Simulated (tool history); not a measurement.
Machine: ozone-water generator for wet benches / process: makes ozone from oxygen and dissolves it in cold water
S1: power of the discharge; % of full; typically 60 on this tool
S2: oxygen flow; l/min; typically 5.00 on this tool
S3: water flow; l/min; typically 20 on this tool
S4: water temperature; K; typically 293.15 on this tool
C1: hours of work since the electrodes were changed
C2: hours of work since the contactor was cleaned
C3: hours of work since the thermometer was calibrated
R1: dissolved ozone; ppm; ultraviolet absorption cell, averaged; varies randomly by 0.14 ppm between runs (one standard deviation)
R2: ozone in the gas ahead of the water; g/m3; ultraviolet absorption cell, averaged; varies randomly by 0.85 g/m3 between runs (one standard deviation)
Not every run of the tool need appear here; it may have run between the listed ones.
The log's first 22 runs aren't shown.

run   hour  S1    S2  S3      S4    C1    C2    C3    R1     R2
 23  470.1  74  3.46  19  291.15  1448  4591  3119  17.0  187.7
 24  498.6  74  3.46  19  291.15  1473  4617  3145  17.2  187.5
 25  512.6  89  6.76  19  291.15  1486  4630  3158  19.2  147.5
 26  542.0  75  7.33  19  297.15  1512  4656  3184  15.0  123.7
 27  556.9  40  2.84  20  293.15  1526  4670  3198  10.6  140.2
 28  586.3  40  2.84  20  293.15  1552  4696  3224  10.3  138.7
 29  603.8  40  2.91  18  293.15  1568  4712  3240  11.5  138.6
 30  628.1  40  2.91  18  293.15  1590  4734  3262  11.3  138.2

Alternative continuations, all from the tool just after run 30; predict every row:
  A  647.2  60  2.74  20  293.15  1607  4751  3279   ?   ?
  B  647.2  46  5.00  20  288.15  1607  4751  3279   ?   ?
  C  647.2  60  5.00  16  293.15  1607  4751  3279   ?   ?
  D  647.2  60  5.00  20  295.15  1607  4751  3279   ?   ?

run    R1     R2
  A  13.4  185.3
  B  12.7  112.1
  C  16.1  133.7
  D  13.5  134.8
The same runs, with their run-to-run variation unchanged, on a tool lacking any hidden condition would have given:
run    R1     R2
  A  14.5  192.1
  B  13.8  115.4
  C  17.5  138.5
  D  14.7  139.7

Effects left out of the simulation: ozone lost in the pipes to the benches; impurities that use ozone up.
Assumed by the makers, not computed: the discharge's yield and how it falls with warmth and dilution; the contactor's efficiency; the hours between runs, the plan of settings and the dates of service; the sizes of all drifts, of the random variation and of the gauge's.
